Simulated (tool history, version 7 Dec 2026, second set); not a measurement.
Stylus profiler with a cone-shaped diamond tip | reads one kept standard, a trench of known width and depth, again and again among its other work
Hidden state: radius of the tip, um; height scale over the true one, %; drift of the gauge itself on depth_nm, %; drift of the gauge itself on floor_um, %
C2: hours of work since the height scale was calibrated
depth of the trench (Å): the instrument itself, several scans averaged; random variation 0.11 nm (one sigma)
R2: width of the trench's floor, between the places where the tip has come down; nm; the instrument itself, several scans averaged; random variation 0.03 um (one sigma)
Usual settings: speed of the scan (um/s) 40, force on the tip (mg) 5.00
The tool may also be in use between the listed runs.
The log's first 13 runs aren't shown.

At day 52.129: new tip fitted, height scale calibrated.
Run 14, day 54.438: usual settings; scans with this tip 346; C2 27. Result: depth of the trench (Å) 2056.8, R2 97040 nm.
Run 15, day 59.929: usual settings; scans with this tip 1169; C2 92. Result: depth of the trench (Å) 2058.0, R2 96920 nm.
Run 16, day 63.917: usual settings; scans with this tip 1767; C2 140. Result: depth of the trench (Å) 2059.0, R2 96920 nm.
Run 17, day 69.167: usual settings; scans with this tip 2554; C2 202. Result: depth of the trench (Å) 2057.5, R2 96870 nm.
Run 18, day 74.721: usual settings; scans with this tip 3387; C2 268. Result: depth of the trench (Å) 2057.0, R2 96730 nm.
Run 19, day 77.612: usual settings but speed of the scan (um/s) 127, force on the tip (mg) 2.15; scans with this tip 3820; C2 302. Result: depth of the trench (Å) 2035.4, R2 96100 nm.
Run 20, day 82.792: usual settings but speed of the scan (um/s) 13, force on the tip (mg) 2.15; scans with this tip 4596; C2 364. Result: depth of the trench (Å) 2033.9, R2 96730 nm.
Run 21, day 87.171: usual settings but speed of the scan (um/s) 11, force on the tip (mg) 2.84; scans with this tip 5253; C2 415. Result: depth of the trench (Å) 2043.5, R2 96700 nm.
Run 22, day 91.567: usual settings but speed of the scan (um/s) 22, force on the tip (mg) 1.96; scans with this tip 5912; C2 468. Result: depth of the trench (Å) 2034.5, R2 96550 nm.
Run 23, day 94.342: usual settings but speed of the scan (um/s) 157; scans with this tip 6328; C2 500. Result: depth of the trench (Å) 2060.3, R2 96020 nm.
Run 24, day 99.367: usual settings but speed of the scan (um/s) 33, force on the tip (mg) 9.08; scans with this tip 7081; C2 560. Result: depth of the trench (Å) 2088.5, R2 96490 nm.
Run 25, day 101.996: usual settings but speed of the scan (um/s) 33, force on the tip (mg) 9.08; scans with this tip 7475; C2 591. Result: depth of the trench (Å) 2088.2, R2 96410 nm.
Run 26, day 105.954: usual settings but speed of the scan (um/s) 112; scans with this tip 8068; C2 638. Result: depth of the trench (Å) 2061.4, R2 96100 nm.
Run 27, day 109.154: usual settings but speed of the scan (um/s) 69, force on the tip (mg) 13.08; scans with this tip 8548; C2 676. Result: depth of the trench (Å) 2111.8, R2 96290 nm.
Run 28, day 114.704: usual settings but speed of the scan (um/s) 22, force on the tip (mg) 2.26; scans with this tip 9380; C2 742. Result: depth of the trench (Å) 2040.4, R2 96300 nm.

Forecast run 29:
Run 29, day 117.833: usual settings but speed of the scan (um/s) 10, force on the tip (mg) 2.85; scans with this tip 9849; C2 779. Result: depth of the trench (Å) ?, R2 ?.

Run 29 gave depth of the trench (Å) 2042.7, R2 96350 nm.
Without the tool's hidden state the same run would have given depth of the trench (Å) 2035.5, R2 97180 nm.
